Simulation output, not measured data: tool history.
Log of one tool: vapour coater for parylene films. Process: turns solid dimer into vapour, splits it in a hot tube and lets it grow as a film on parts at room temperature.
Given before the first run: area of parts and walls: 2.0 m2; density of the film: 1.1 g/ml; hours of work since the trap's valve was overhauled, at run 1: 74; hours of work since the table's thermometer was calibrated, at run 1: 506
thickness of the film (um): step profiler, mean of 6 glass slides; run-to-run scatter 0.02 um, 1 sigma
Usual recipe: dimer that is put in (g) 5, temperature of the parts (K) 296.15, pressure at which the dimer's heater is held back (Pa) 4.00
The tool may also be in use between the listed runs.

| run | hour | dimer that is put in (g) | temperature of the parts (K) | pressure at which the dimer's heater is held back (Pa) | hours of work since the trap's valve was overhauled | hours of work since the table's thermometer was calibrated | thickness of the film (um) |
|---|---|---|---|---|---|---|---|
| 1 | 0.0 | 5 | 296.15 | 4.00 | 74 | 506 | 1.70 |
| 2 | 12.6 | 5 | 296.15 | 4.00 | 82 | 513 | 1.68 |
| 3 | 28.3 | 5 | 296.15 | 4.00 | 91 | 523 | 1.68 |
| 4 | 50.3 | 5 | 301.15 | 4.00 | 105 | 536 | 1.43 |
| 5 | 77.3 | 5 | 301.15 | 4.00 | 121 | 552 | 1.41 |
| 6 | 91.4 | 5 | 301.15 | 4.00 | 129 | 561 | 1.46 |
| 7 | 120.5 | 5 | 301.15 | 4.00 | 147 | 578 | 1.42 |
| 8 | 147.1 | 9 | 301.15 | 4.00 | 163 | 594 | 2.56 |
| 9 | 166.1 | 4 | 301.15 | 4.00 | 174 | 606 | 1.13 |
|  | 168.8 | table's thermometer calibrated |
| 10 | 184.7 | 4 | 301.15 | 4.00 | 185 | 10 | 1.16 |
| 11 | 197.3 | 5 | 296.15 | 4.00 | 192 | 17 | 1.67 |
| 12 | 211.8 | 5 | 300.15 | 4.00 | 201 | 26 | 1.46 |
| 13 | 242.5 | 5 | 298.15 | 4.33 | 219 | 44 | 1.54 |
| 14 | 273.0 | 3 | 307.15 | 7.56 | 238 | 63 | 0.68 |
| 15 | 299.1 | 2 | 291.15 | 7.56 | 253 | 78 | 0.68 |
| 16 | 312.6 | 3 | 302.15 | 8.12 | 262 | 87 | 0.81 |
| 17 | 326.1 | 3 | 301.15 | 9.42 | 270 | 95 | 0.80 |
|  | 349.0 | table's thermometer calibrated, once more |
| 18 | 349.0 | 3 | 301.15 | 9.42 | 283 | 0 | 0.78 |
| 19 | 375.0 | 3 | 301.15 | 9.42 | 299 | 16 | 0.77 |
| 20 | 405.1 | 5 | 289.15 | 5.93 | 317 | 34 | 1.90 |
| 21 | 428.1 | 7 | 298.15 | 4.97 | 330 | 48 | 2.10 |
| 22 | 441.3 | 7 | 298.15 | 4.97 | 338 | 56 | 2.02 |
| 23 | 471.2 | 7 | 298.15 | 4.97 | 356 | 73 | 2.04 |

Forecast each of these 4 alternatives for the next run:
| A | 501.3 | 2 | 294.15 | 7.18 | 374 | 92 | ? |
| B | 501.3 | 6 | 292.15 | 2.37 | 374 | 92 | ? |
| C | 501.3 | 5 | 296.15 | 3.84 | 374 | 92 | ? |
| D | 501.3 | 7 | 298.15 | 4.28 | 374 | 92 | ? |

| run | thickness of the film (um) |
|---|---|
| A | 0.65 |
| B | 2.18 |
| C | 1.56 |
| D | 2.09 |
Without the tool's unlogged condition, the same runs would have read:
| run | thickness of the film (um) |
|---|---|
| A | 0.70 |
| B | 2.35 |
| C | 1.68 |
| D | 2.25 |
